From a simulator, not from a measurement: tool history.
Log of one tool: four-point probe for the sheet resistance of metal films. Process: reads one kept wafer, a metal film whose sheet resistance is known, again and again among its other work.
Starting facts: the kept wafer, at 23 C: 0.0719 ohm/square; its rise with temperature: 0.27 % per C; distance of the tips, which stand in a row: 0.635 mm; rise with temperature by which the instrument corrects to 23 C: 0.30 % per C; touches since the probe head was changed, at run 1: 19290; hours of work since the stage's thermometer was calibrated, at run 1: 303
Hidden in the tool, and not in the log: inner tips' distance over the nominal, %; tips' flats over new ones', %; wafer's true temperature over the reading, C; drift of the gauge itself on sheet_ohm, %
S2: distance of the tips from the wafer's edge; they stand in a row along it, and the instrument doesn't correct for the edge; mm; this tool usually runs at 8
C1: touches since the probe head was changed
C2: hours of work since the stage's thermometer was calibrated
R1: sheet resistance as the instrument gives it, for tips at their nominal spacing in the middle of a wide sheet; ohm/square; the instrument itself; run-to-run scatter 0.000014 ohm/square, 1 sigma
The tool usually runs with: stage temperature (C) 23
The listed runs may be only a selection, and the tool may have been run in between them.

run 1 hour=0 | stage_temperature_(C)=23 S2=8 | C1=19290 C2=303 | R1=0.072461
run 2 hour=17.2 | stage_temperature_(C)=23 S2=8 | C1=19609 C2=312 | R1=0.072484
run 3 hour=37 | stage_temperature_(C)=32 S2=8 | C1=19974 C2=324 | R1=0.072281
run 4 hour=56.6 | stage_temperature_(C)=23 S2=8 | C1=20338 C2=335 | R1=0.072473
run 5 hour=82.9 | stage_temperature_(C)=23 S2=8 | C1=20825 C2=350 | R1=0.072491
run 6 hour=103.9 | stage_temperature_(C)=23 S2=8 | C1=21213 C2=362 | R1=0.072484
run 7 hour=122.8 | stage_temperature_(C)=23 S2=8 | C1=21564 C2=373 | R1=0.07247
run 8 hour=138.5 | stage_temperature_(C)=23 S2=8 | C1=21854 C2=382 | R1=0.072461
run 9 hour=151.5 | stage_temperature_(C)=23 S2=8 | C1=22094 C2=389 | R1=0.072479
run 10 hour=163.7 | stage_temperature_(C)=23 S2=8 | C1=22321 C2=396 | R1=0.072502
run 11 hour=185.6 | stage_temperature_(C)=19 S2=8 | C1=22726 C2=409 | R1=0.072581
run 12 hour=203.8 | stage_temperature_(C)=19 S2=70 | C1=23063 C2=419 | R1=0.072337
run 13 hour=224.7 | stage_temperature_(C)=18 S2=6 | C1=23449 C2=431 | R1=0.072813
run 14 hour=244.8 | stage_temperature_(C)=18 S2=6 | C1=23821 C2=442 | R1=0.072786
run 15 hour=268.9 | stage_temperature_(C)=18 S2=6 | C1=24268 C2=456 | R1=0.072796
run 16 hour=296.4 | stage_temperature_(C)=23 S2=29 | C1=24776 C2=472 | R1=0.072293
run 17 hour=318.9 | stage_temperature_(C)=26 S2=6 | C1=25193 C2=485 | R1=0.072642
run 18 hour=342.8 | stage_temperature_(C)=26 S2=6 | C1=25636 C2=499 | R1=0.07265
run 19 hour=354.7 | stage_temperature_(C)=34 S2=46 | C1=25857 C2=505 | R1=0.072079
run 20 hour=374.5 | stage_temperature_(C)=22 S2=25 | C1=26223 C2=517 | R1=0.07234
run 21 hour=390.2 | stage_temperature_(C)=23 S2=27 | C1=26514 C2=526 | R1=0.072307
run 22 hour=412.3 | stage_temperature_(C)=23 S2=27 | C1=26923 C2=538 | R1=0.072339
run 23 hour=437.7 | stage_temperature_(C)=18 S2=14 | C1=27393 C2=553 | R1=0.072472

5 options for the next run, each taken on its own from the tool as it stands now. Forecast them:
run A hour=452.2 | stage_temperature_(C)=34 S2=3 | C1=27661 C2=561 | R1=?
run B hour=452.2 | stage_temperature_(C)=18 S2=25 | C1=27661 C2=561 | R1=?
run C hour=452.2 | stage_temperature_(C)=23 S2=11 | C1=27661 C2=561 | R1=?
run D hour=452.2 | stage_temperature_(C)=30 S2=7 | C1=27661 C2=561 | R1=?
run E hour=452.2 | stage_temperature_(C)=25 S2=6 | C1=27661 C2=561 | R1=?

run=A R1=0.073815
run=B R1=0.072426
run=C R1=0.072437
run=D R1=0.072487
run=E R1=0.072708
With no hidden state in the tool, these same runs would have given:
run=A R1=0.073405
run=B R1=0.072023
run=C R1=0.072034
run=D R1=0.072084
run=E R1=0.072303
